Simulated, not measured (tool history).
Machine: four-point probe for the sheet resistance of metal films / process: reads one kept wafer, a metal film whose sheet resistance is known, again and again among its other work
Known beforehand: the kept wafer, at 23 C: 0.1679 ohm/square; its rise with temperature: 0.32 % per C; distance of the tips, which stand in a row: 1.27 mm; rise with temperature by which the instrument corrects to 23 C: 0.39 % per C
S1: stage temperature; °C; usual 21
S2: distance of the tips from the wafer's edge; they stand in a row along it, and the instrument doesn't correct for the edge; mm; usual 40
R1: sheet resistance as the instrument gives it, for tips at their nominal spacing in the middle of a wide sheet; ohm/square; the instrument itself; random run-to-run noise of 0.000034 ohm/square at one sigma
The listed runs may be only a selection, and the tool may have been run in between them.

run,hour,S1,S2,R1
1,0.0,21,40,0.167508
2,14.7,21,40,0.167433
3,28.9,21,66,0.167445
4,47.6,21,40,0.167518
5,78.0,21,40,0.167581
6,108.2,21,40,0.167644
7,127.5,21,40,0.167611
8,159.0,19,20,0.168155
9,191.2,28,48,0.166803
10,212.6,25,9,0.168978
11,237.5,21,8,0.169875
12,256.5,19,4,0.176584
13,280.5,21,19,0.168125
14,304.9,21,19,0.168113

Alternative continuations, all from the tool just after run 14; predict every row:
A,324.6,20,55,?
B,324.6,28,40,?
C,324.6,21,15,?

run,R1
A,0.167972
B,0.167021
C,0.168407
Without the tool's hidden state the same runs would have given:
run,R1
A,0.168358
B,0.167399
C,0.168793

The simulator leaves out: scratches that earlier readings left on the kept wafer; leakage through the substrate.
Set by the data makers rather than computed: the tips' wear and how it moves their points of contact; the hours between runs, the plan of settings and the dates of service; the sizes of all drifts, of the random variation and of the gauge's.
